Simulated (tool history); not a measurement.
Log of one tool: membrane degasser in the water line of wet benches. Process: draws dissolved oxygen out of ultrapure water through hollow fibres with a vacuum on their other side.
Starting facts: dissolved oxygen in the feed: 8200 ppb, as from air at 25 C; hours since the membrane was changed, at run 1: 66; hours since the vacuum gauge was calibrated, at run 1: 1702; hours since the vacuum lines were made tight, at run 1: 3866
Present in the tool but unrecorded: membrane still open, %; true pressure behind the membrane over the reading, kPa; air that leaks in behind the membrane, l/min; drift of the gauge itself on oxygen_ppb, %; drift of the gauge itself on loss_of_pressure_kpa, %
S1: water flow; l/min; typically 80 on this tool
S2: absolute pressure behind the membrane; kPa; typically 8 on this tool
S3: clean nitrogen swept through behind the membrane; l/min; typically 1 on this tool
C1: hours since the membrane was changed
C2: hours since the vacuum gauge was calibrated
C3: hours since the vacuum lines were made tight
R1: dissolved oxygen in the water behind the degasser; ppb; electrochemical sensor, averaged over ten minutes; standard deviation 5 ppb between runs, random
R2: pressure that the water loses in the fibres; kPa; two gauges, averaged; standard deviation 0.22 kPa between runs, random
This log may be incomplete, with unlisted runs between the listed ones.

run 1 hour=0 | S1=80 S2=8 S3=1 | C1=66 C2=1702 C3=3866 | R1=715.7 R2=53.27
run 2 hour=47.6 | S1=80 S2=8 S3=1 | C1=113 C2=1749 C3=3913 | R1=729.7 R2=53.36
run 3 hour=99.5 | S1=80 S2=8.88 S3=1 | C1=165 C2=1801 C3=3965 | R1=821.4 R2=53.11
run 4 hour=148.4 | S1=80 S2=8 S3=1 | C1=214 C2=1850 C3=4014 | R1=715.4 R2=53.5
run 5 hour=203.9 | S1=80 S2=8 S3=1 | C1=269 C2=1906 C3=4070 | R1=718.9 R2=53.28
run 6 hour=245 | S1=80 S2=8 S3=1 | C1=310 C2=1947 C3=4111 | R1=731.1 R2=53.27
run 7 hour=290.3 | S1=80 S2=8 S3=1 | C1=356 C2=1992 C3=4156 | R1=718.7 R2=53.55
run 8 hour=317.4 | S1=80 S2=8 S3=1 | C1=383 C2=2019 C3=4183 | R1=724 R2=53.46
run 9 hour=343.3 | S1=80 S2=8 S3=1 | C1=409 C2=2045 C3=4209 | R1=720.6 R2=52.93
run 10 hour=388 | S1=80 S2=8 S3=2.24 | C1=454 C2=2090 C3=4254 | R1=453.7 R2=53.39
run 11 hour=424.1 | S1=91 S2=8 S3=2.24 | C1=490 C2=2126 C3=4290 | R1=557.8 R2=61.37
run 12 hour=463.3 | S1=91 S2=8 S3=2.24 | C1=529 C2=2165 C3=4329 | R1=550 R2=61.12
run 13 hour=495 | S1=91 S2=8 S3=2.24 | C1=561 C2=2197 C3=4361 | R1=555 R2=61.2
run 14 hour=536.3 | S1=91 S2=8 S3=2.24 | C1=602 C2=2238 C3=4402 | R1=561.1 R2=61.51
run 15 hour=590.4 | S1=69 S2=8 S3=2.24 | C1=656 C2=2292 C3=4456 | R1=369.1 R2=45.98
run 16 hour=619.2 | S1=69 S2=8 S3=2.24 | C1=685 C2=2321 C3=4485 | R1=368.5 R2=46.45
-- hour=647.6 seals of the vacuum lines changed
run 17 hour=652.2 | S1=50 S2=18.61 S3=0.61 | C1=716 C2=2352 C3=5 | R1=1772.6 R2=33.7
run 18 hour=686.3 | S1=50 S2=18.61 S3=0.61 | C1=750 C2=2386 C3=39 | R1=1787.6 R2=34
run 19 hour=733.3 | S1=128 S2=7.57 S3=0.63 | C1=797 C2=2433 C3=86 | R1=1342.4 R2=85.98
run 20 hour=758.6 | S1=128 S2=7.57 S3=0.63 | C1=822 C2=2458 C3=111 | R1=1338.3 R2=86.25
run 21 hour=781.2 | S1=87 S2=7.57 S3=0.47 | C1=845 C2=2481 C3=134 | R1=1035.8 R2=59.11
run 22 hour=834.4 | S1=68 S2=12.69 S3=0.65 | C1=898 C2=2534 C3=187 | R1=1389.4 R2=46
run 23 hour=889 | S1=98 S2=8 S3=1.11 | C1=953 C2=2589 C3=241 | R1=859.2 R2=66.27
run 24 hour=921.1 | S1=83 S2=19.17 S3=1 | C1=985 C2=2621 C3=273 | R1=1927.6 R2=56.14
run 25 hour=970.7 | S1=83 S2=19.17 S3=1 | C1=1034 C2=2671 C3=323 | R1=1925.5 R2=56.24
run 26 hour=1024.7 | S1=79 S2=8 S3=1.34 | C1=1088 C2=2725 C3=377 | R1=609.9 R2=53.53
run 27 hour=1068.5 | S1=79 S2=5.7 S3=1.98 | C1=1132 C2=2768 C3=421 | R1=313.5 R2=53.87
run 28 hour=1119.8 | S1=66 S2=14.06 S3=1.8 | C1=1183 C2=2820 C3=472 | R1=799 R2=44.68
run 29 hour=1146.3 | S1=58 S2=8.4 S3=0.47 | C1=1210 C2=2846 C3=499 | R1=875.7 R2=39.31

Run 30 is up next; what results do you expect?
run 30 hour=1178.4 | S1=80 S2=8 S3=0.77 | C1=1242 C2=2878 C3=531 | R1=? R2=?

{"run 30": {"R1": 823, "R2": 54.07}}
Without the tool's hidden state the same run would have given R1 822.4 ppb, R2 52.7 kPa.
